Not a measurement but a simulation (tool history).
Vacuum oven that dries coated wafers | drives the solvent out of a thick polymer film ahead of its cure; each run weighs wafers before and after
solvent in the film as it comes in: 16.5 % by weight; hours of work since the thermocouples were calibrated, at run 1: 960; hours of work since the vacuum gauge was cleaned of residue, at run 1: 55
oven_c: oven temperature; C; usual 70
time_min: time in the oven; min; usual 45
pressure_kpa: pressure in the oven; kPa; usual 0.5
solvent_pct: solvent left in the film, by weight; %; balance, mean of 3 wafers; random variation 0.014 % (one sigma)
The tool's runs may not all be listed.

run,hour,oven_c,time_min,pressure_kpa,hours of work since the thermocouples were calibrated,hours of work since the vacuum gauge was cleaned of residue,solvent_pct
1,0,70,45,0.5,960,55,2.37
2,21.3,70,45,0.5,974,69,2.37
3,49.3,69,45,0.5,993,88,2.58
4,77.7,69,45,1.725,1012,107,3.07
5,95.8,65,45,1.725,1024,119,4.07
6,128.3,65,45,1.725,1045,140,4.1
7,158.3,70,45,0.5,1065,160,2.42

Forecast run 8:
8,178.1,70,45,0.5,1078,174,?

solvent_pct: 2.4 %
Without the tool's hidden state the same run would have given solvent_pct 2.23 %.

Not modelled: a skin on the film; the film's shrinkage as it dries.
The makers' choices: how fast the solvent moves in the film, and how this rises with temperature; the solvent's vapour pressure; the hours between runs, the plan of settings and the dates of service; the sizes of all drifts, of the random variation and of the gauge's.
